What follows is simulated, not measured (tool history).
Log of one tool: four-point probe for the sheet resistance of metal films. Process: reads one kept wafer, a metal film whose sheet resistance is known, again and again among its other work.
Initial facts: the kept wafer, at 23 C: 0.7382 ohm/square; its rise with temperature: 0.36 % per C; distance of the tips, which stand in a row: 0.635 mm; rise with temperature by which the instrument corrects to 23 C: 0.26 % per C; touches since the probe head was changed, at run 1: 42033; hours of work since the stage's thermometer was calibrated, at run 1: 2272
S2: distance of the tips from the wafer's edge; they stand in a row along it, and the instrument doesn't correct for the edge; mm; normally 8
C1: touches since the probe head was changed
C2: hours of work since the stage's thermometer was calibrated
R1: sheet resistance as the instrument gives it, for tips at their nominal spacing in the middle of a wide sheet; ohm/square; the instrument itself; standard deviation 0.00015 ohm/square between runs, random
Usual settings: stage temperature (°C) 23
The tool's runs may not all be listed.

Run 1, hour 0.0: usual settings; C1 42033; C2 2272. Result: R1 0.740693 ohm/square.
Run 2, hour 53.3: usual settings; C1 42966; C2 2294. Result: R1 0.740621 ohm/square.
Run 3, hour 138.2: usual settings but S2 6 mm; C1 44452; C2 2330. Result: R1 0.742722 ohm/square.
At hour 151.3: stage's thermometer calibrated.
Run 4, hour 230.2: usual settings but S2 6 mm; C1 46055; C2 33. Result: R1 0.742841 ohm/square.
Run 5, hour 314.3: usual settings; C1 47526; C2 69. Result: R1 0.740795 ohm/square.
Run 6, hour 403.3: usual settings; C1 49085; C2 106. Result: R1 0.740495 ohm/square.
Run 7, hour 459.8: usual settings but S2 9 mm; C1 50074; C2 130. Result: R1 0.739926 ohm/square.
Run 8, hour 534.0: usual settings but stage temperature (°C) 30, S2 9 mm; C1 51373; C2 162. Result: R1 0.745573 ohm/square.
Run 9, hour 626.9: usual settings but S2 49 mm; C1 53000; C2 201. Result: R1 0.737849 ohm/square.
Run 10, hour 694.4: usual settings but S2 49 mm; C1 54181; C2 229. Result: R1 0.738304 ohm/square.
Run 11, hour 745.7: usual settings but stage temperature (°C) 30; C1 55080; C2 251. Result: R1 0.746346 ohm/square.
Run 12, hour 806.2: usual settings but stage temperature (°C) 29; C1 56139; C2 277. Result: R1 0.745434 ohm/square.
Run 13, hour 916.6: usual settings; C1 58072; C2 323. Result: R1 0.740735 ohm/square.
Run 14, hour 990.6: usual settings; C1 59368; C2 355. Result: R1 0.740711 ohm/square.
Run 15, hour 1077.6: usual settings; C1 60891; C2 391. Result: R1 0.740743 ohm/square.
Run 16, hour 1155.1: usual settings; C1 62247; C2 424. Result: R1 0.740677 ohm/square.
Run 17, hour 1237.0: usual settings but S2 45 mm; C1 63682; C2 459. Result: R1 0.738191 ohm/square.
Run 18, hour 1318.2: usual settings but S2 45 mm; C1 65104; C2 493. Result: R1 0.738319 ohm/square.
Run 19, hour 1364.3: usual settings but S2 45 mm; C1 65911; C2 512. Result: R1 0.738409 ohm/square.
Run 20, hour 1439.3: usual settings but stage temperature (°C) 24; C1 67224; C2 544. Result: R1 0.741357 ohm/square.
Run 21, hour 1541.2: usual settings but S2 21 mm; C1 69008; C2 587. Result: R1 0.738535 ohm/square.
Run 22, hour 1638.0: usual settings but stage temperature (°C) 22, S2 50 mm; C1 70702; C2 628. Result: R1 0.737416 ohm/square.
Run 23, hour 1702.6: usual settings but stage temperature (°C) 27; C1 71833; C2 655. Result: R1 0.744105 ohm/square.
Run 24, hour 1809.4: usual settings but stage temperature (°C) 27; C1 73702; C2 700. Result: R1 0.743892 ohm/square.
Run 25, hour 1866.6: usual settings but stage temperature (°C) 30, S2 4 mm; C1 74704; C2 725. Result: R1 0.753742 ohm/square.
Run 26, hour 1922.4: usual settings but stage temperature (°C) 30, S2 4 mm; C1 75681; C2 748. Result: R1 0.753634 ohm/square.
Run 27, hour 2005.9: usual settings but stage temperature (°C) 19, S2 3 mm; C1 77144; C2 783. Result: R1 0.752359 ohm/square.
Run 28, hour 2114.2: usual settings but stage temperature (°C) 28, S2 47 mm; C1 79040; C2 829. Result: R1 0.742340 ohm/square.
Run 29, hour 2222.2: usual settings but stage temperature (°C) 27, S2 6 mm; C1 80930; C2 875. Result: R1 0.745760 ohm/square.
Run 30, hour 2316.6: usual settings but stage temperature (°C) 27, S2 6 mm; C1 82583; C2 915. Result: R1 0.745836 ohm/square.
Run 31, hour 2380.0: usual settings but stage temperature (°C) 29, S2 19 mm; C1 83692; C2 941. Result: R1 0.743330 ohm/square.
Run 32, hour 2479.9: usual settings but S2 21 mm; C1 85443; C2 984. Result: R1 0.738587 ohm/square.
Run 33, hour 2535.0: usual settings but S2 21 mm; C1 86406; C2 1007. Result: R1 0.738460 ohm/square.
Run 34, hour 2588.3: usual settings but stage temperature (°C) 28, S2 7 mm; C1 87340; C2 1030. Result: R1 0.745817 ohm/square.
Run 35, hour 2695.2: usual settings but stage temperature (°C) 33, S2 70 mm; C1 89211; C2 1075. Result: R1 0.745661 ohm/square.
Run 36, hour 2782.9: usual settings but stage temperature (°C) 33, S2 70 mm; C1 90747; C2 1112. Result: R1 0.745919 ohm/square.
Run 37, hour 2827.8: usual settings but stage temperature (°C) 33, S2 70 mm; C1 91534; C2 1131. Result: R1 0.745951 ohm/square.
Run 38, hour 2881.4: usual settings but stage temperature (°C) 24, S2 5 mm; C1 92472; C2 1153. Result: R1 0.745586 ohm/square.
Run 39, hour 2956.9: usual settings but stage temperature (°C) 24, S2 5 mm; C1 93792; C2 1185. Result: R1 0.745401 ohm/square.
Run 40, hour 3065.3: usual settings but stage temperature (°C) 24, S2 5 mm; C1 95691; C2 1231. Result: R1 0.745504 ohm/square.

Forecast each of these 4 alternatives for the next run:
Run A, hour 3155.6: usual settings but stage temperature (°C) 24, S2 4 mm; C1 97271; C2 1269. Result: R1 ?.
Run B, hour 3155.6: usual settings but S2 65 mm; C1 97271; C2 1269. Result: R1 ?.
Run C, hour 3155.6: usual settings but stage temperature (°C) 18, S2 9 mm; C1 97271; C2 1269. Result: R1 ?.
Run D, hour 3155.6: usual settings but stage temperature (°C) 26, S2 31 mm; C1 97271; C2 1269. Result: R1 ?.

run        R1
  A  0.748749
  B  0.738061
  C  0.735791
  D  0.740714
Stripped of hidden state, with their random variation kept, the same runs would have yielded:
run        R1
  A  0.748819
  B  0.738130
  C  0.735860
  D  0.740784
